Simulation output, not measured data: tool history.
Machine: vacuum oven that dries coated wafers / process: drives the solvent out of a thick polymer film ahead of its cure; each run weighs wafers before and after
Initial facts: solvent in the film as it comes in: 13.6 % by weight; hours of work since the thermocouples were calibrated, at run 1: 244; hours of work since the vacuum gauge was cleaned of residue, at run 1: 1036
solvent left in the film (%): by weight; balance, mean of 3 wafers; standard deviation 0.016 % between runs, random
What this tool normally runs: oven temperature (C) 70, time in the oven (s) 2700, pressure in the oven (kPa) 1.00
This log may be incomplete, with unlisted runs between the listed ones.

run	hour	oven temperature (C)	time in the oven (s)	pressure in the oven (kPa)	hours of work since the thermocouples were calibrated	hours of work since the vacuum gauge was cleaned of residue	solvent left in the film (%)
1	0.0	70	2700	1.00	244	1036	1.63
2	56.1	70	2700	1.00	276	1068	1.60
3	99.6	70	2700	1.00	301	1092	1.60
4	143.5	70	2700	2.85	325	1117	2.29
5	197.3	70	2700	2.85	356	1148	2.30
6	233.8	70	2700	2.85	377	1168	2.28
7	269.5	70	2700	1.00	397	1189	1.60
8	313.6	70	2700	1.00	422	1214	1.59
9	342.8	70	2700	1.00	438	1230	1.63
10	399.7	70	2700	1.00	470	1262	1.61
11	440.6	70	1920	1.00	494	1285	2.66
12	499.8	80	1560	0.61	527	1319	0.81
13	536.7	59	4740	2.75	548	1340	3.95
14	574.3	70	4740	1.19	569	1361	0.72
15	623.7	56	4740	2.89	597	1389	5.09
16	673.1	56	4740	2.89	625	1417	5.09
17	723.5	56	4740	2.89	654	1446	5.12
18	778.7	64	2700	1.14	685	1477	3.43
19	836.9	74	2820	1.32	718	1510	0.90
20	882.6	77	2700	0.92	744	1536	0.50
21	936.4	70	3240	1.20	774	1566	1.25

Predict each of these 5 candidate next runs independently; none follows another, all start after run 21:
A	963.0	65	3900	1.20	789	1581	?
B	963.0	78	2700	1.00	789	1581	?
C	963.0	61	3240	1.25	789	1581	?
D	963.0	70	3240	3.83	789	1581	?
E	963.0	69	1560	1.00	789	1581	?

run	solvent left in the film (%)
A	1.89
B	0.47
C	3.82
D	2.27
E	3.78
What these runs would have given with no unlogged condition in the tool:
run	solvent left in the film (%)
A	1.89
B	0.47
C	3.82
D	2.27
E	3.79
